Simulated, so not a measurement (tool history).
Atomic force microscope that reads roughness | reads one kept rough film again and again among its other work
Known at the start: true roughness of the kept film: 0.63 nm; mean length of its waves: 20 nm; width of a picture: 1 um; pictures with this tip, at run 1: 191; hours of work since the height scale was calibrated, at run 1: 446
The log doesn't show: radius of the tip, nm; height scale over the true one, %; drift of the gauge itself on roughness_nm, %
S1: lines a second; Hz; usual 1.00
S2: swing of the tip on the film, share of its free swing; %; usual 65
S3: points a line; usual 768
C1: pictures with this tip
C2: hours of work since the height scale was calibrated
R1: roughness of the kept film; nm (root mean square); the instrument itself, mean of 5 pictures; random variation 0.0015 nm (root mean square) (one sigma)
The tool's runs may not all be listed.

run	hour	S1	S2	S3	C1	C2	R1
1	0.0	1.00	65	768	191	446	0.574
2	10.5	1.13	65	768	208	453	0.570
# hour 20.4: new tip fitted
3	32.6	1.13	65	768	20	468	0.591
4	50.6	1.13	65	768	49	480	0.590
5	70.6	1.13	65	768	81	494	0.588
6	79.8	1.13	65	768	96	500	0.583
7	100.5	1.13	65	768	130	515	0.579
8	118.4	1.13	65	768	159	527	0.580
9	132.9	1.13	65	768	182	537	0.575
10	147.7	1.00	65	768	206	547	0.578
# hour 159.7: new tip fitted
11	161.8	1.00	78	768	3	556	0.579
12	173.3	1.00	78	768	22	564	0.578
13	185.7	1.00	78	768	42	573	0.573
14	201.1	1.00	78	768	67	583	0.572
15	219.9	1.00	78	768	97	596	0.571
16	240.9	1.00	78	768	131	610	0.569
17	250.5	1.00	65	768	147	617	0.580
# hour 252.8: height scale calibrated on a step standard
18	270.3	1.00	65	768	178	12	0.577
19	283.9	1.00	65	257	200	21	0.558
20	295.3	1.00	65	296	218	29	0.560
# hour 300.2: new tip fitted
21	315.4	1.00	65	296	25	43	0.579
22	325.6	1.00	65	296	41	50	0.578
23	339.5	1.94	55	768	64	59	0.588
24	360.3	1.94	55	768	98	73	0.585
25	373.3	1.00	64	421	119	82	0.579
# hour 376.5: height scale calibrated on a step standard, once more
26	389.1	3.80	82	684	143	9	0.479
27	399.3	3.80	82	684	159	16	0.478
28	414.0	3.26	74	263	183	26	0.505
29	433.4	1.28	65	683	215	39	0.567
# hour 440.8: new tip fitted
30	447.5	3.23	84	683	11	48	0.494
31	463.7	3.23	84	683	37	59	0.490
32	485.3	0.95	84	673	72	74	0.565
33	494.6	0.57	65	768	87	81	0.594
34	509.3	0.57	65	768	111	91	0.590
35	520.4	0.57	65	768	129	98	0.590
36	538.2	2.09	65	768	158	110	0.563
37	558.5	2.09	65	768	191	124	0.563
38	578.1	2.09	65	768	223	138	0.557
# hour 580.5: new tip fitted
39	597.2	2.09	65	768	27	151	0.574

The same runs without the tool's hidden state, with the same run-to-run variation:
run	R1
1	0.592
2	0.589
3	0.593
4	0.594
5	0.594
6	0.591
7	0.590
8	0.593
9	0.590
10	0.595
11	0.579
12	0.579
13	0.576
14	0.577
15	0.579
16	0.579
17	0.592
18	0.592
19	0.574
20	0.577
21	0.581
22	0.581
23	0.594
24	0.594
25	0.590
26	0.490
27	0.489
28	0.519
29	0.585
30	0.495
31	0.493
32	0.571
33	0.601
34	0.600
35	0.601
36	0.576
37	0.578
38	0.574
39	0.576

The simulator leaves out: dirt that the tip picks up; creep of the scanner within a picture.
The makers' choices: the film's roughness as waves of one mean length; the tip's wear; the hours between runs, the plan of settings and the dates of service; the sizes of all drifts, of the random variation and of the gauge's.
